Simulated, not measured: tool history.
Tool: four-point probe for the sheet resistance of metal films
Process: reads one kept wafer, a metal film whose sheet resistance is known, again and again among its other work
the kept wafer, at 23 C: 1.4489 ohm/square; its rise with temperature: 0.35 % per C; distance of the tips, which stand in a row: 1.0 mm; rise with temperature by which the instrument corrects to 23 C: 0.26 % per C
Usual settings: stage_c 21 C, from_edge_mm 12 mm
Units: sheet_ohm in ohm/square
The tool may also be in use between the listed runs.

{"run": 1, "hour": 0.0, "stage_c": 21, "from_edge_mm": 12, "sheet_ohm": 1.439903}
{"run": 2, "hour": 10.3, "stage_c": 21, "from_edge_mm": 12, "sheet_ohm": 1.440301}
{"run": 3, "hour": 24.4, "stage_c": 21, "from_edge_mm": 12, "sheet_ohm": 1.439993}
{"run": 4, "hour": 42.7, "stage_c": 21, "from_edge_mm": 17, "sheet_ohm": 1.436525}
{"run": 5, "hour": 64.7, "stage_c": 21, "from_edge_mm": 19, "sheet_ohm": 1.436338}
{"run": 6, "hour": 77.2, "stage_c": 21, "from_edge_mm": 12, "sheet_ohm": 1.439569}
{"run": 7, "hour": 98.8, "stage_c": 21, "from_edge_mm": 12, "sheet_ohm": 1.438808}
{"run": 8, "hour": 118.4, "stage_c": 21, "from_edge_mm": 37, "sheet_ohm": 1.434103}
{"run": 9, "hour": 128.8, "stage_c": 31, "from_edge_mm": 12, "sheet_ohm": 1.451875}
{"run": 10, "hour": 140.0, "stage_c": 21, "from_edge_mm": 12, "sheet_ohm": 1.438895}
{"run": 11, "hour": 160.3, "stage_c": 29, "from_edge_mm": 12, "sheet_ohm": 1.448563}
{"run": 12, "hour": 175.4, "stage_c": 29, "from_edge_mm": 12, "sheet_ohm": 1.44902}
{"run": 13, "hour": 196.7, "stage_c": 21, "from_edge_mm": 56, "sheet_ohm": 1.432823}
{"run": 14, "hour": 217.3, "stage_c": 21, "from_edge_mm": 56, "sheet_ohm": 1.43259}
{"run": 15, "hour": 234.6, "stage_c": 21, "from_edge_mm": 12, "sheet_ohm": 1.437309}
{"run": 16, "hour": 249.6, "stage_c": 21, "from_edge_mm": 12, "sheet_ohm": 1.437735}
{"run": 17, "hour": 259.8, "stage_c": 21, "from_edge_mm": 27, "sheet_ohm": 1.433658}
{"run": 18, "hour": 271.6, "stage_c": 21, "from_edge_mm": 12, "sheet_ohm": 1.437825}
{"run": 19, "hour": 292.0, "stage_c": 21, "from_edge_mm": 12, "sheet_ohm": 1.437075}
{"run": 20, "hour": 313.9, "stage_c": 21, "from_edge_mm": 12, "sheet_ohm": 1.437326}
{"run": 21, "hour": 332.1, "stage_c": 21, "from_edge_mm": 12, "sheet_ohm": 1.43773}
{"run": 22, "hour": 353.8, "stage_c": 19, "from_edge_mm": 12, "sheet_ohm": 1.434483}
{"run": 23, "hour": 371.7, "stage_c": 19, "from_edge_mm": 12, "sheet_ohm": 1.433841}
{"run": 24, "hour": 394.0, "stage_c": 18, "from_edge_mm": 6, "sheet_ohm": 1.448689}
{"run": 25, "hour": 408.7, "stage_c": 33, "from_edge_mm": 15, "sheet_ohm": 1.450546}
{"run": 26, "hour": 423.3, "stage_c": 24, "from_edge_mm": 51, "sheet_ohm": 1.435542}
{"run": 27, "hour": 433.8, "stage_c": 24, "from_edge_mm": 51, "sheet_ohm": 1.435122}
{"run": 28, "hour": 455.8, "stage_c": 21, "from_edge_mm": 4, "sheet_ohm": 1.477028}
{"run": 29, "hour": 472.7, "stage_c": 21, "from_edge_mm": 36, "sheet_ohm": 1.430804}
{"run": 30, "hour": 487.6, "stage_c": 34, "from_edge_mm": 15, "sheet_ohm": 1.450574}
{"run": 31, "hour": 498.3, "stage_c": 22, "from_edge_mm": 5, "sheet_ohm": 1.461974}
{"run": 32, "hour": 510.6, "stage_c": 29, "from_edge_mm": 49, "sheet_ohm": 1.441228}
{"run": 33, "hour": 524.6, "stage_c": 23, "from_edge_mm": 11, "sheet_ohm": 1.439074}
{"run": 34, "hour": 537.8, "stage_c": 22, "from_edge_mm": 4, "sheet_ohm": 1.47847}
{"run": 35, "hour": 548.6, "stage_c": 22, "from_edge_mm": 4, "sheet_ohm": 1.478057}
{"run": 36, "hour": 561.8, "stage_c": 25, "from_edge_mm": 12, "sheet_ohm": 1.440598}
{"run": 37, "hour": 579.7, "stage_c": 27, "from_edge_mm": 16, "sheet_ohm": 1.440537}
{"run": 38, "hour": 593.3, "stage_c": 26, "from_edge_mm": 5, "sheet_ohm": 1.466527}
{"run": 39, "hour": 613.7, "stage_c": 31, "from_edge_mm": 39, "sheet_ohm": 1.443074}
{"run": 40, "hour": 623.4, "stage_c": 27, "from_edge_mm": 3, "sheet_ohm": 1.517662}
{"run": 41, "hour": 641.2, "stage_c": 18, "from_edge_mm": 54, "sheet_ohm": 1.425167}
{"run": 42, "hour": 655.1, "stage_c": 19, "from_edge_mm": 10, "sheet_ohm": 1.434014}
{"run": 43, "hour": 666.3, "stage_c": 26, "from_edge_mm": 13, "sheet_ohm": 1.44031}
{"run": 44, "hour": 683.7, "stage_c": 26, "from_edge_mm": 36, "sheet_ohm": 1.435823}
{"run": 45, "hour": 699.0, "stage_c": 26, "from_edge_mm": 36, "sheet_ohm": 1.436107}
{"run": 46, "hour": 712.4, "stage_c": 26, "from_edge_mm": 36, "sheet_ohm": 1.435328}

3 ways to go on from here, each from the tool as it stands after run 46. What would each give?
{"run": "A", "hour": 733.7, "stage_c": 20, "from_edge_mm": 53, "sheet_ohm": "?"}
{"run": "B", "hour": 733.7, "stage_c": 33, "from_edge_mm": 12, "sheet_ohm": "?"}
{"run": "C", "hour": 733.7, "stage_c": 26, "from_edge_mm": 20, "sheet_ohm": "?"}

run=A sheet_ohm=1.426673
run=B sheet_ohm=1.448859
run=C sheet_ohm=1.437055
Without the tool's hidden state the same runs would have given:
run=A sheet_ohm=1.444512
run=B sheet_ohm=1.466887
run=C sheet_ohm=1.454983
